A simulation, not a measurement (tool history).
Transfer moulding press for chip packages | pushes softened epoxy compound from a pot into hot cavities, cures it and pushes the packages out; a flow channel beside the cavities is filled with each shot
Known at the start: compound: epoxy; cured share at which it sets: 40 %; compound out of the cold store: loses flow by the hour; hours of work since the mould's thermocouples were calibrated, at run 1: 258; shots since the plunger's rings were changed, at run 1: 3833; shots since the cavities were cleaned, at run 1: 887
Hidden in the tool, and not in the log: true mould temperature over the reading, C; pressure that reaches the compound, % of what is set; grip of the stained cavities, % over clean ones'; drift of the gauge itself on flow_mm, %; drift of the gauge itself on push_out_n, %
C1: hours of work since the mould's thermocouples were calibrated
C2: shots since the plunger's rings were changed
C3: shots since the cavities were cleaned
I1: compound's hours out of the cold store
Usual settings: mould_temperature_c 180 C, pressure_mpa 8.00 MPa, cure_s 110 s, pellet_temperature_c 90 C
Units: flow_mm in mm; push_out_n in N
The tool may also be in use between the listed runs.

Run 1, hour 0.0: usual settings; C1 258; C2 3833; C3 887; I1 21.6. Result: flow_mm 629 mm, push_out_n 687 N.
At hour 16.0: cavities cleaned with cleaning compound and waxed.
Run 2, hour 35.8: usual settings; C1 272; C2 4080; C3 143; I1 12.5. Result: flow_mm 654 mm, push_out_n 844 N.
Run 3, hour 58.0: usual settings but pellet_temperature_c 89 C; C1 282; C2 4240; C3 303; I1 34.9. Result: flow_mm 603 mm, push_out_n 810 N.
Run 4, hour 90.7: usual settings; C1 296; C2 4476; C3 539; I1 33.7. Result: flow_mm 609 mm, push_out_n 819 N.
Run 5, hour 132.2: usual settings; C1 314; C2 4774; C3 837; I1 17.8. Result: flow_mm 633 mm, push_out_n 763 N.
At hour 155.9: cavities cleaned with cleaning compound and waxed.
Run 6, hour 158.2: usual settings; C1 324; C2 4951; C3 17; I1 24.1. Result: flow_mm 622 mm, push_out_n 392 N.
At hour 183.0: cavities cleaned with cleaning compound and waxed, once more.
Run 7, hour 203.7: usual settings; C1 343; C2 5268; C3 150; I1 29.3. Result: flow_mm 608 mm, push_out_n 505 N.
At hour 214.0: mould's thermocouples calibrated.
Run 8, hour 248.7: usual settings; C1 15; C2 5577; C3 459; I1 28.6. Result: flow_mm 603 mm, push_out_n 625 N.
Run 9, hour 296.6: usual settings; C1 36; C2 5922; C3 804; I1 29.5. Result: flow_mm 594 mm, push_out_n 713 N.
At hour 326.2: cavities cleaned with cleaning compound and waxed.
Run 10, hour 340.7: usual settings; C1 54; C2 6229; C3 105; I1 10.6. Result: flow_mm 622 mm, push_out_n 507 N.
At hour 365.3: plunger's sealing rings changed.
Run 11, hour 377.1: usual settings; C1 68; C2 85; C3 349; I1 31.0. Result: flow_mm 649 mm, push_out_n 605 N.
Run 12, hour 408.6: usual settings; C1 82; C2 312; C3 576; I1 8.0. Result: flow_mm 699 mm, push_out_n 661 N.
Run 13, hour 434.4: usual settings; C1 93; C2 498; C3 762; I1 47.7. Result: flow_mm 627 mm, push_out_n 701 N.
Run 14, hour 464.8: usual settings; C1 106; C2 717; C3 981; I1 21.5. Result: flow_mm 671 mm, push_out_n 727 N.
At hour 469.9: cavities cleaned with cleaning compound and waxed.
Run 15, hour 494.7: usual settings but cure_s 124 s; C1 118; C2 921; C3 179; I1 24.0. Result: flow_mm 669 mm, push_out_n 476 N.
Run 16, hour 536.8: usual settings but pressure_mpa 8.53 MPa; C1 137; C2 1224; C3 482; I1 40.0. Result: flow_mm 641 mm, push_out_n 630 N.
Run 17, hour 560.8: usual settings but pressure_mpa 8.53 MPa; C1 147; C2 1397; C3 655; I1 46.1. Result: flow_mm 637 mm, push_out_n 662 N.
Run 18, hour 581.1: usual settings but pressure_mpa 7.24 MPa, pellet_temperature_c 97 C; C1 156; C2 1544; C3 802; I1 32.3. Result: flow_mm 612 mm, push_out_n 682 N.
At hour 609.2: cavities cleaned with cleaning compound and waxed.
Run 19, hour 609.5: usual settings but mould_temperature_c 178 C; C1 167; C2 1737; C3 2; I1 8.5. Result: flow_mm 694 mm, push_out_n 449 N.
Run 20, hour 655.8: usual settings but mould_temperature_c 178 C, pressure_mpa 9.70 MPa, cure_s 121 s, pellet_temperature_c 80 C; C1 187; C2 2071; C3 336; I1 41.9. Result: flow_mm 678 mm, push_out_n 574 N.
Run 21, hour 696.8: usual settings but pressure_mpa 6.96 MPa; C1 205; C2 2366; C3 631; I1 30.4. Result: flow_mm 595 mm, push_out_n 668 N.
Run 22, hour 729.1: usual settings but mould_temperature_c 179 C, pressure_mpa 8.10 MPa, cure_s 138 s, pellet_temperature_c 93 C; C1 219; C2 2599; C3 864; I1 26.2. Result: flow_mm 644 mm, push_out_n 631 N.
At hour 749.8: cavities cleaned with cleaning compound and waxed.
Run 23, hour 779.6: usual settings but pressure_mpa 9.01 MPa, pellet_temperature_c 80 C; C1 240; C2 2951; C3 214; I1 45.9. Result: flow_mm 631 mm, push_out_n 536 N.
Run 24, hour 828.3: usual settings but pressure_mpa 9.01 MPa, pellet_temperature_c 80 C; C1 261; C2 3302; C3 565; I1 29.7. Result: flow_mm 652 mm, push_out_n 644 N.
Run 25, hour 866.4: usual settings but mould_temperature_c 177 C, pressure_mpa 8.85 MPa; C1 277; C2 3576; C3 839; I1 32.4. Result: flow_mm 641 mm, push_out_n 774 N.
At hour 892.3: cavities cleaned with cleaning compound and waxed.
Run 26, hour 907.7: usual settings but mould_temperature_c 187 C, pressure_mpa 6.89 MPa, pellet_temperature_c 94 C; C1 294; C2 3863; C3 111; I1 19.3. Result: flow_mm 584 mm, push_out_n 431 N.
Run 27, hour 938.6: usual settings but mould_temperature_c 187 C, pressure_mpa 8.31 MPa, pellet_temperature_c 94 C; C1 307; C2 4086; C3 334; I1 38.5. Result: flow_mm 600 mm, push_out_n 529 N.
Run 28, hour 958.8: usual settings but mould_temperature_c 187 C, pressure_mpa 8.31 MPa, pellet_temperature_c 94 C; C1 316; C2 4231; C3 479; I1 28.5. Result: flow_mm 612 mm, push_out_n 583 N.
Run 29, hour 1007.8: usual settings but pressure_mpa 7.73 MPa, pellet_temperature_c 97 C; C1 337; C2 4584; C3 832; I1 28.5. Result: flow_mm 602 mm, push_out_n 695 N.

3 ways to go on from here, each from the tool as it stands after run 29. What would each give?
At hour 1032.7: mould's thermocouples calibrated.
At hour 1034.2: cavities cleaned with cleaning compound and waxed.
Run A, hour 1041.3: usual settings but mould_temperature_c 186 C, pressure_mpa 9.10 MPa, cure_s 102 s, pellet_temperature_c 97 C; C1 3; C2 4800; C3 51; I1 47.2. Result: flow_mm ?, push_out_n ?.
At hour 1032.7: mould's thermocouples calibrated.
At hour 1034.2: cavities cleaned with cleaning compound and waxed.
Run B, hour 1041.3: usual settings but mould_temperature_c 174 C, pressure_mpa 7.73 MPa; C1 3; C2 4800; C3 51; I1 40.3. Result: flow_mm ?, push_out_n ?.
At hour 1032.7: mould's thermocouples calibrated.
At hour 1034.2: cavities cleaned with cleaning compound and waxed.
Run C, hour 1041.3: usual settings but mould_temperature_c 177 C, pressure_mpa 7.73 MPa, pellet_temperature_c 85 C; C1 3; C2 4800; C3 51; I1 8.2. Result: flow_mm ?, push_out_n ?.

run  flow_mm  push_out_n
  A      606         395
  B      593         557
  C      641         526
Without the tool's hidden state the same runs would have given:
run  flow_mm  push_out_n
  A      661         361
  B      647         508
  C      699         481
